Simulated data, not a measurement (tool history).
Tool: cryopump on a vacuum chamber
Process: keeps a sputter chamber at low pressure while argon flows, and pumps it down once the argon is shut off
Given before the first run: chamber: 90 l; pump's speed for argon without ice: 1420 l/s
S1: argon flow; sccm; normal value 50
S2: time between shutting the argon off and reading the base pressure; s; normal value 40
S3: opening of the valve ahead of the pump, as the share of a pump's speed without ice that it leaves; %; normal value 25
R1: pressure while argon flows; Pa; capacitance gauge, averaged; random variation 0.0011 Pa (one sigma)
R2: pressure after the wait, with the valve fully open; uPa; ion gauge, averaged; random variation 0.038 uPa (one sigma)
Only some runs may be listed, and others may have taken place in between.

{"run": 1, "day": 0.0, "S1": 50, "S2": 40, "S3": 25, "R1": 0.2488, "R2": 2.8}
{"run": 2, "day": 1.692, "S1": 50, "S2": 40, "S3": 25, "R1": 0.2484, "R2": 2.95}
{"run": 3, "day": 3.929, "S1": 50, "S2": 155, "S3": 25, "R1": 0.2513, "R2": 1.52}
{"run": 4, "day": 5.688, "S1": 50, "S2": 40, "S3": 25, "R1": 0.2505, "R2": 2.94}
{"run": 5, "day": 7.529, "S1": 50, "S2": 40, "S3": 25, "R1": 0.2517, "R2": 2.99}
{"run": 6, "day": 8.862, "S1": 50, "S2": 40, "S3": 25, "R1": 0.2548, "R2": 3.15}
{"run": 7, "day": 11.425, "S1": 50, "S2": 125, "S3": 25, "R1": 0.2533, "R2": 1.86}
{"run": 8, "day": 14.017, "S1": 50, "S2": 125, "S3": 25, "R1": 0.2566, "R2": 1.94}
{"run": 9, "day": 15.829, "S1": 50, "S2": 125, "S3": 25, "R1": 0.2594, "R2": 1.97}
{"run": 10, "day": 17.475, "S1": 50, "S2": 125, "S3": 25, "R1": 0.2608, "R2": 2.06}
{"run": 11, "day": 20.183, "S1": 50, "S2": 81, "S3": 25, "R1": 0.2624, "R2": 2.48}
{"run": 12, "day": 22.842, "S1": 50, "S2": 97, "S3": 25, "R1": 0.2646, "R2": 2.45}
{"day": 25.0, "done": "pump warmed up, emptied and cooled again"}
{"run": 13, "day": 25.367, "S1": 50, "S2": 97, "S3": 25, "R1": 0.2369, "R2": 1.96}
{"run": 14, "day": 26.8, "S1": 50, "S2": 97, "S3": 29, "R1": 0.2054, "R2": 2.05}
{"run": 15, "day": 29.012, "S1": 50, "S2": 97, "S3": 29, "R1": 0.2083, "R2": 2.09}
{"run": 16, "day": 30.767, "S1": 50, "S2": 288, "S3": 25, "R1": 0.243, "R2": 1.6}
{"run": 17, "day": 32.638, "S1": 50, "S2": 40, "S3": 29, "R1": 0.2094, "R2": 3.34}
{"run": 18, "day": 35.354, "S1": 62, "S2": 184, "S3": 17, "R1": 0.4412, "R2": 1.94}
{"run": 19, "day": 37.075, "S1": 33, "S2": 184, "S3": 17, "R1": 0.2355, "R2": 1.94}
{"run": 20, "day": 38.992, "S1": 33, "S2": 184, "S3": 17, "R1": 0.238, "R2": 2}
{"run": 21, "day": 40.567, "S1": 33, "S2": 184, "S3": 17, "R1": 0.2354, "R2": 2.05}
{"run": 22, "day": 42.067, "S1": 26, "S2": 41, "S3": 17, "R1": 0.1872, "R2": 3.59}
{"run": 23, "day": 43.896, "S1": 38, "S2": 26, "S3": 25, "R1": 0.1878, "R2": 4.8}
{"run": 24, "day": 45.146, "S1": 38, "S2": 26, "S3": 25, "R1": 0.1902, "R2": 4.78}
{"run": 25, "day": 46.567, "S1": 65, "S2": 40, "S3": 22, "R1": 0.3636, "R2": 3.78}
{"run": 26, "day": 48.221, "S1": 59, "S2": 28, "S3": 44, "R1": 0.1741, "R2": 4.65}
{"run": 27, "day": 49.833, "S1": 59, "S2": 28, "S3": 44, "R1": 0.1766, "R2": 4.71}
{"run": 28, "day": 52.479, "S1": 27, "S2": 40, "S3": 25, "R1": 0.137, "R2": 4.13}
{"run": 29, "day": 54.021, "S1": 88, "S2": 40, "S3": 19, "R1": 0.5808, "R2": 4.07}
{"run": 30, "day": 55.662, "S1": 88, "S2": 40, "S3": 19, "R1": 0.581, "R2": 4.07}
{"run": 31, "day": 57.671, "S1": 86, "S2": 159, "S3": 28, "R1": 0.3998, "R2": 2.69}
{"run": 32, "day": 59.525, "S1": 86, "S2": 159, "S3": 28, "R1": 0.3999, "R2": 2.89}
{"run": 33, "day": 62.383, "S1": 30, "S2": 40, "S3": 38, "R1": 0.1067, "R2": 4.37}
{"run": 34, "day": 64.883, "S1": 78, "S2": 40, "S3": 25, "R1": 0.4111, "R2": 4.54}

Alternative continuations, all from the tool just after run 34; predict every row:
{"run": "A", "day": 67.6, "S1": 46, "S2": 40, "S3": 25, "R1": "?", "R2": "?"}
{"run": "B", "day": 67.6, "S1": 49, "S2": 123, "S3": 26, "R1": "?", "R2": "?"}
{"run": "C", "day": 67.6, "S1": 22, "S2": 40, "S3": 25, "R1": "?", "R2": "?"}
{"run": "D", "day": 67.6, "S1": 50, "S2": 55, "S3": 57, "R1": "?", "R2": "?"}

run=A R1=0.2416 R2=4.71
run=B R1=0.251 R2=3.34
run=C R1=0.1161 R2=4.58
run=D R1=0.1288 R2=4.16
With the hidden condition removed and each run's random variation left untouched, the same runs would have given:
run=A R1=0.218 R2=2.21
run=B R1=0.2256 R2=0.86
run=C R1=0.1047 R2=2.14
run=D R1=0.1031 R2=1.65
